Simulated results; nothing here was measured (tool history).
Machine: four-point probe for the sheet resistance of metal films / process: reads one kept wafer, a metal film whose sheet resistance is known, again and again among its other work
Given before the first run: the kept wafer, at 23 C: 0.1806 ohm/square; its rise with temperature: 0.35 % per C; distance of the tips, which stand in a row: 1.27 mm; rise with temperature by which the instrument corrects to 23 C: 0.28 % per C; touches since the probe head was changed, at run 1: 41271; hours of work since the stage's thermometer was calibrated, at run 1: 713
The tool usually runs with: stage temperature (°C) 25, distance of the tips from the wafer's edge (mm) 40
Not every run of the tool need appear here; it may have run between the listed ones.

run,day,stage temperature (°C),distance of the tips from the wafer's edge (mm),touches since the probe head was changed,hours of work since the stage's thermometer was calibrated,sheet resistance as the instrument gives it (ohm/square)
1,0.000,25,40,41271,713,0.180814
2,0.642,25,40,42039,724,0.180857
3,1.567,25,40,43152,740,0.180893
4,2.608,25,19,44399,757,0.181149
5,3.829,25,65,45865,778,0.180812
6,5.017,25,65,47288,799,0.180799
7,5.704,25,65,48113,811,0.180783
8,6.688,18,65,49296,828,0.179758
9,7.788,18,65,50616,847,0.179839
10,8.721,24,33,51733,863,0.180808
11,10.000,28,27,53269,885,0.181431
12,10.654,25,47,54052,896,0.180952
13,11.825,25,10,55459,916,0.182373
14,12.904,32,25,56751,934,0.182008
15,13.508,19,9,57476,945,0.181934
16,14.221,23,6,58332,957,0.184841
17,15.508,23,6,59876,979,0.184758

Branching from run 17: 4 alternative next runs. What would each branch give?
A,16.383,29,40,60925,994,?
B,16.383,21,11,60925,994,?
C,16.383,18,40,60925,994,?
D,16.383,23,6,60925,994,?

run,sheet resistance as the instrument gives it (ohm/square)
A,0.181511
B,0.181638
C,0.180045
D,0.184836
With no hidden state in the tool, these same runs would have given:
run,sheet resistance as the instrument gives it (ohm/square)
A,0.181498
B,0.181631
C,0.180040
D,0.184827
